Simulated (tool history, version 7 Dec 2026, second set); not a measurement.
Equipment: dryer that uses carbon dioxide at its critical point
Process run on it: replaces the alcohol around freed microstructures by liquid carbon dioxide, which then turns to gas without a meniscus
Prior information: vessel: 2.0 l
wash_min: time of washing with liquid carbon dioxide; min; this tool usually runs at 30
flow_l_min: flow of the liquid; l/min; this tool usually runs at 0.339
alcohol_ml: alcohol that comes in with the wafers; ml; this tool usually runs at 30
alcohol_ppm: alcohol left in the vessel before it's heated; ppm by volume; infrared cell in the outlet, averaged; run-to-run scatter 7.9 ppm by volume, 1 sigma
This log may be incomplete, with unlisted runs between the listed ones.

Run 1, hour 0.0: usual settings. Result: alcohol_ppm 800 ppm by volume.
At hour 20.4: inlet filter changed.
Run 2, hour 32.3: usual settings. Result: alcohol_ppm 473 ppm by volume.
Run 3, hour 69.7: usual settings. Result: alcohol_ppm 497 ppm by volume.
Run 4, hour 104.0: usual settings. Result: alcohol_ppm 515 ppm by volume.
Run 5, hour 127.6: usual settings. Result: alcohol_ppm 519 ppm by volume.
Run 6, hour 153.9: usual settings. Result: alcohol_ppm 509 ppm by volume.
Run 7, hour 180.1: usual settings. Result: alcohol_ppm 551 ppm by volume.
Run 8, hour 208.4: usual settings. Result: alcohol_ppm 574 ppm by volume.
Run 9, hour 243.1: usual settings but alcohol_ml 65 ml. Result: alcohol_ppm 1148 ppm by volume.
Run 10, hour 278.3: usual settings but wash_min 22 min, flow_l_min 0.283 l/min, alcohol_ml 49 ml. Result: alcohol_ppm 3009 ppm by volume.
Run 11, hour 327.9: usual settings but wash_min 29 min, flow_l_min 0.226 l/min, alcohol_ml 49 ml. Result: alcohol_ppm 2742 ppm by volume.
Run 12, hour 370.4: usual settings but wash_min 33 min, alcohol_ml 42 ml. Result: alcohol_ppm 640 ppm by volume.
Run 13, hour 393.9: usual settings but wash_min 44 min, flow_l_min 0.434 l/min. Result: alcohol_ppm 143 ppm by volume.
Run 14, hour 421.0: usual settings but wash_min 28 min, flow_l_min 0.218 l/min, alcohol_ml 48 ml. Result: alcohol_ppm 3279 ppm by volume.
Run 15, hour 460.0: usual settings but flow_l_min 0.489 l/min. Result: alcohol_ppm 282 ppm by volume.
Run 16, hour 489.1: usual settings but flow_l_min 0.489 l/min. Result: alcohol_ppm 264 ppm by volume.
Run 17, hour 533.5: usual settings but wash_min 46 min. Result: alcohol_ppm 247 ppm by volume.
Run 18, hour 582.3: usual settings but wash_min 46 min. Result: alcohol_ppm 258 ppm by volume.

Forecast each of these 4 alternatives for the next run:
Run A, hour 607.1: usual settings but wash_min 36 min, flow_l_min 0.576 l/min, alcohol_ml 41 ml. Result: alcohol_ppm ?.
Run B, hour 607.1: usual settings but wash_min 36 min. Result: alcohol_ppm ?.
Run C, hour 607.1: usual settings but flow_l_min 0.252 l/min, alcohol_ml 90 ml. Result: alcohol_ppm ?.
Run D, hour 607.1: usual settings but wash_min 39 min, flow_l_min 0.406 l/min. Result: alcohol_ppm ?.

run  alcohol_ppm
  A          183
  B          465
  C         4111
  D          245
The same runs, with their run-to-run variation unchanged, on a tool lacking any hidden condition would have given:
run  alcohol_ppm
  A           20
  B          198
  C         2868
  D           56

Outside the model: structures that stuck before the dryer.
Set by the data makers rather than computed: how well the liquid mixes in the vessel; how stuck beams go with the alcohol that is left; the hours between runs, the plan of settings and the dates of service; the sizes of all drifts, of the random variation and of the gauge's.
